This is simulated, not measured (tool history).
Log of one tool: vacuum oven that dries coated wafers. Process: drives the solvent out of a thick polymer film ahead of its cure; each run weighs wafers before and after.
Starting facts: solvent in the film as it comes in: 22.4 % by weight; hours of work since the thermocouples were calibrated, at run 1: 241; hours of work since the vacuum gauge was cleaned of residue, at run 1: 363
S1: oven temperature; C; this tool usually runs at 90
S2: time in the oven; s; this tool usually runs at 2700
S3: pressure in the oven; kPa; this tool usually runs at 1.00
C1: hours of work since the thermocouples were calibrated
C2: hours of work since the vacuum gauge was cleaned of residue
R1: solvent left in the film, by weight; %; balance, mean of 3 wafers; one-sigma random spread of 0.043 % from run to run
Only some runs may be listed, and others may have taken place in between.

run,hour,S1,S2,S3,C1,C2,R1
1,0.0,90,2700,1.00,241,363,2.15
2,18.5,90,2700,1.00,254,376,2.05
3,28.7,90,2700,1.00,261,383,2.10
4,44.3,90,1440,1.00,271,393,5.37
5,64.9,90,1440,1.00,285,407,5.32
6,86.0,104,2700,1.00,300,421,0.57
7,100.8,77,2700,1.00,310,431,5.87
8,112.2,77,2700,1.00,317,439,5.85
9,121.9,90,4200,1.00,324,446,1.04
10,140.4,90,4200,1.00,336,458,1.06
11,149.6,90,4200,1.00,342,464,1.05
12,168.1,90,4200,1.00,355,477,1.05
# hour 170.9: vacuum gauge cleaned of residue and calibrated
13,184.3,90,2580,1.00,365,9,2.39
14,194.6,90,2580,1.00,372,16,2.32
15,213.7,90,2580,1.45,385,29,2.64
16,226.7,90,2580,1.45,394,38,2.63
# hour 243.9: vacuum gauge cleaned of residue and calibrated, once more
17,244.9,90,2280,1.00,405,1,2.84
18,256.7,90,2280,1.00,413,9,2.87
19,267.4,90,2280,1.00,420,16,2.86
20,279.5,90,2280,1.00,428,24,2.77
21,298.9,88,2280,2.72,441,37,4.27
22,315.0,94,1500,0.61,452,48,3.80
23,330.0,94,4200,0.61,462,58,0.46
24,349.4,81,1560,1.54,475,71,8.33
25,369.4,81,1560,1.54,489,85,8.39
26,381.9,81,1560,1.54,497,93,8.26
27,394.9,94,4620,0.92,506,102,0.61
28,411.3,94,4620,0.92,517,113,0.62
29,430.7,101,4800,1.57,530,126,0.62
30,439.8,101,4800,1.57,536,132,0.61
31,449.5,84,4800,0.81,543,139,1.29
32,458.1,101,1380,0.81,549,145,2.67
33,466.9,75,2880,3.73,555,151,8.39
34,478.9,78,2880,3.73,563,159,7.42
35,488.2,90,3300,1.36,569,165,1.70
36,500.5,93,3600,1.00,577,173,1.00

Each row is a separate what-if for the run after 36, all from the same tool condition, not one after another. Results?
A,519.9,93,1680,1.33,591,186,?
B,519.9,76,2460,1.00,591,186,?
C,519.9,93,1320,1.00,591,186,?

run,R1
A,3.92
B,6.92
C,5.24
With no hidden state in the tool, these same runs would have given:
run,R1
A,3.65
B,6.56
C,4.94
